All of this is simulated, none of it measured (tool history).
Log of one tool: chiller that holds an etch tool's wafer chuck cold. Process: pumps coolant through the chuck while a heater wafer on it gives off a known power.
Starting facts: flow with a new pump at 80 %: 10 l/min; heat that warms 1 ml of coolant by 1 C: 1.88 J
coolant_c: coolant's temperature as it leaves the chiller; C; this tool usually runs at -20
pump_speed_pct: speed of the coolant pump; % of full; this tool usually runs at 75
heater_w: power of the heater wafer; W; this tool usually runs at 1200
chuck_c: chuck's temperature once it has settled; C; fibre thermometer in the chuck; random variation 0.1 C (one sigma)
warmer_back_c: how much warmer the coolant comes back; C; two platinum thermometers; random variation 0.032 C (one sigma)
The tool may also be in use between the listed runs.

run 1 hour=0.0 | coolant_c=-20 pump_speed_pct=75 heater_w=1200 | chuck_c=-5.1 warmer_back_c=4.09
run 2 hour=19.2 | coolant_c=-20 pump_speed_pct=75 heater_w=1200 | chuck_c=-5.3 warmer_back_c=4.11
run 3 hour=40.2 | coolant_c=-20 pump_speed_pct=75 heater_w=1200 | chuck_c=-5.1 warmer_back_c=4.08
run 4 hour=62.6 | coolant_c=-20 pump_speed_pct=75 heater_w=1200 | chuck_c=-4.9 warmer_back_c=4.12
run 5 hour=79.5 | coolant_c=-20 pump_speed_pct=75 heater_w=1200 | chuck_c=-5.1 warmer_back_c=4.16
run 6 hour=92.6 | coolant_c=-20 pump_speed_pct=75 heater_w=1200 | chuck_c=-5.0 warmer_back_c=4.16
run 7 hour=109.5 | coolant_c=-16 pump_speed_pct=75 heater_w=1200 | chuck_c=-1.0 warmer_back_c=4.17
run 8 hour=128.0 | coolant_c=-16 pump_speed_pct=75 heater_w=1200 | chuck_c=-1.1 warmer_back_c=4.20
run 9 hour=152.0 | coolant_c=-16 pump_speed_pct=75 heater_w=1200 | chuck_c=-1.0 warmer_back_c=4.23
run 10 hour=177.2 | coolant_c=-16 pump_speed_pct=75 heater_w=1200 | chuck_c=-1.1 warmer_back_c=4.15
run 11 hour=198.7 | coolant_c=-16 pump_speed_pct=75 heater_w=1200 | chuck_c=-1.0 warmer_back_c=4.24
run 12 hour=213.6 | coolant_c=-26 pump_speed_pct=75 heater_w=1200 | chuck_c=-11.1 warmer_back_c=4.19
run 13 hour=227.9 | coolant_c=-20 pump_speed_pct=75 heater_w=879 | chuck_c=-8.9 warmer_back_c=3.11
run 14 hour=246.1 | coolant_c=-20 pump_speed_pct=75 heater_w=1200 | chuck_c=-5.0 warmer_back_c=4.20
run 15 hour=262.1 | coolant_c=-20 pump_speed_pct=75 heater_w=1200 | chuck_c=-5.1 warmer_back_c=4.28
run 16 hour=278.8 | coolant_c=-20 pump_speed_pct=75 heater_w=1200 | chuck_c=-5.0 warmer_back_c=4.18
run 17 hour=291.9 | coolant_c=-20 pump_speed_pct=75 heater_w=1200 | chuck_c=-5.0 warmer_back_c=4.28
run 18 hour=318.3 | coolant_c=-20 pump_speed_pct=75 heater_w=1200 | chuck_c=-5.1 warmer_back_c=4.22
run 19 hour=333.5 | coolant_c=-20 pump_speed_pct=92 heater_w=1200 | chuck_c=-7.6 warmer_back_c=3.50
run 20 hour=349.3 | coolant_c=-28 pump_speed_pct=70 heater_w=1687 | chuck_c=-5.6 warmer_back_c=6.30
run 21 hour=376.9 | coolant_c=-28 pump_speed_pct=70 heater_w=1687 | chuck_c=-5.7 warmer_back_c=6.33
run 22 hour=399.6 | coolant_c=-19 pump_speed_pct=77 heater_w=1196 | chuck_c=-4.3 warmer_back_c=4.17
run 23 hour=414.1 | coolant_c=-17 pump_speed_pct=75 heater_w=676 | chuck_c=-8.4 warmer_back_c=2.53
run 24 hour=435.8 | coolant_c=-18 pump_speed_pct=75 heater_w=1559 | chuck_c=1.6 warmer_back_c=5.54
-- hour=465.7 gauge calibrated
run 25 hour=465.7 | coolant_c=-19 pump_speed_pct=93 heater_w=1487 | chuck_c=-3.5 warmer_back_c=4.09
run 26 hour=491.8 | coolant_c=-24 pump_speed_pct=100 heater_w=1200 | chuck_c=-11.9 warmer_back_c=3.12
run 27 hour=514.6 | coolant_c=-24 pump_speed_pct=100 heater_w=1200 | chuck_c=-12.2 warmer_back_c=3.11
run 28 hour=529.0 | coolant_c=-24 pump_speed_pct=100 heater_w=1200 | chuck_c=-12.0 warmer_back_c=3.11
run 29 hour=557.4 | coolant_c=-14 pump_speed_pct=74 heater_w=1200 | chuck_c=1.3 warmer_back_c=4.18
run 30 hour=575.2 | coolant_c=-14 pump_speed_pct=74 heater_w=1200 | chuck_c=1.2 warmer_back_c=4.15
run 31 hour=591.9 | coolant_c=-13 pump_speed_pct=64 heater_w=1215 | chuck_c=4.1 warmer_back_c=4.91
run 32 hour=622.4 | coolant_c=-20 pump_speed_pct=70 heater_w=913 | chuck_c=-7.9 warmer_back_c=3.38
run 33 hour=637.2 | coolant_c=-20 pump_speed_pct=70 heater_w=913 | chuck_c=-8.0 warmer_back_c=3.43

Here are 3 independent what-if runs from the current tool condition. What would each one return?
run A hour=658.8 | coolant_c=-24 pump_speed_pct=71 heater_w=1303 | chuck_c=? warmer_back_c=?
run B hour=658.8 | coolant_c=-25 pump_speed_pct=75 heater_w=1229 | chuck_c=? warmer_back_c=?
run C hour=658.8 | coolant_c=-20 pump_speed_pct=83 heater_w=913 | chuck_c=? warmer_back_c=?

run=A chuck_c=-7.1 warmer_back_c=4.82
run=B chuck_c=-9.6 warmer_back_c=4.26
run=C chuck_c=-9.4 warmer_back_c=2.90
Take away the tool's hidden state, keep each run's random variation, and the runs would have read:
run=A chuck_c=-7.1 warmer_back_c=4.72
run=B chuck_c=-9.6 warmer_back_c=4.15
run=C chuck_c=-9.4 warmer_back_c=2.79
